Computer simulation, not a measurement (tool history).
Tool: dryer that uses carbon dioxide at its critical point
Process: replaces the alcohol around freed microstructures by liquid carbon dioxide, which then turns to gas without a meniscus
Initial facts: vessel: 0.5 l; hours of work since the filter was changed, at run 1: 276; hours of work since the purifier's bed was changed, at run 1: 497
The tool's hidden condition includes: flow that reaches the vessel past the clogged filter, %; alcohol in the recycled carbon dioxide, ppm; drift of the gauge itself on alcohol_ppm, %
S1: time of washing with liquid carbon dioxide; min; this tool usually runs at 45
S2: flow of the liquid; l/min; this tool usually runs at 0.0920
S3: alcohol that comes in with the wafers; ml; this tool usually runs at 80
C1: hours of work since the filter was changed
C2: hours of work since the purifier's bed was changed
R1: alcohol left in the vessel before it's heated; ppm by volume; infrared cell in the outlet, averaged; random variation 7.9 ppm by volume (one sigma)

| run | day | S1 | S2 | S3 | C1 | C2 | R1 |
|---|---|---|---|---|---|---|---|
| 1 | 0.000 | 45 | 0.0920 | 80 | 276 | 497 | 755 |
| 2 | 1.304 | 45 | 0.0920 | 48 | 294 | 514 | 520 |
|  | 2.004 | purifier's bed changed |
| 3 | 2.683 | 45 | 0.0920 | 48 | 310 | 9 | 387 |
| 4 | 3.792 | 61 | 0.0920 | 80 | 325 | 24 | 111 |
| 5 | 5.196 | 61 | 0.0920 | 80 | 344 | 42 | 108 |
| 6 | 6.425 | 61 | 0.0920 | 80 | 360 | 59 | 121 |
|  | 6.571 | inlet filter changed |
| 7 | 7.967 | 61 | 0.0920 | 80 | 19 | 79 | 67 |
| 8 | 9.008 | 58 | 0.0920 | 80 | 32 | 92 | 107 |
| 9 | 10.583 | 58 | 0.0920 | 80 | 53 | 113 | 120 |
| 10 | 11.508 | 45 | 0.0920 | 80 | 66 | 126 | 493 |
| 11 | 12.988 | 45 | 0.0920 | 80 | 85 | 145 | 510 |
| 12 | 13.925 | 45 | 0.0920 | 80 | 98 | 158 | 514 |
| 13 | 15.438 | 45 | 0.0920 | 80 | 118 | 178 | 524 |
| 14 | 16.267 | 50 | 0.0888 | 80 | 129 | 189 | 374 |
| 15 | 17.254 | 50 | 0.0888 | 80 | 142 | 202 | 390 |
| 16 | 18.233 | 50 | 0.0888 | 80 | 155 | 215 | 389 |
| 17 | 19.538 | 45 | 0.0920 | 20 | 172 | 232 | 193 |
| 18 | 20.667 | 45 | 0.1313 | 26 | 187 | 247 | 75 |
| 19 | 21.504 | 45 | 0.1313 | 26 | 198 | 258 | 78 |
| 20 | 22.633 | 43 | 0.1313 | 26 | 213 | 273 | 89 |
| 21 | 23.867 | 43 | 0.1313 | 26 | 229 | 289 | 88 |
| 22 | 25.054 | 43 | 0.1258 | 31 | 245 | 305 | 109 |
| 23 | 25.958 | 43 | 0.1258 | 100 | 257 | 317 | 191 |

For run 24, what comes out?
| 24 | 27.458 | 67 | 0.0920 | 46 | 277 | 337 | ? |

{"run 24": {"R1": 100}}
Had the tool carried no hidden state, the very same run would have given R1 11 ppm by volume.

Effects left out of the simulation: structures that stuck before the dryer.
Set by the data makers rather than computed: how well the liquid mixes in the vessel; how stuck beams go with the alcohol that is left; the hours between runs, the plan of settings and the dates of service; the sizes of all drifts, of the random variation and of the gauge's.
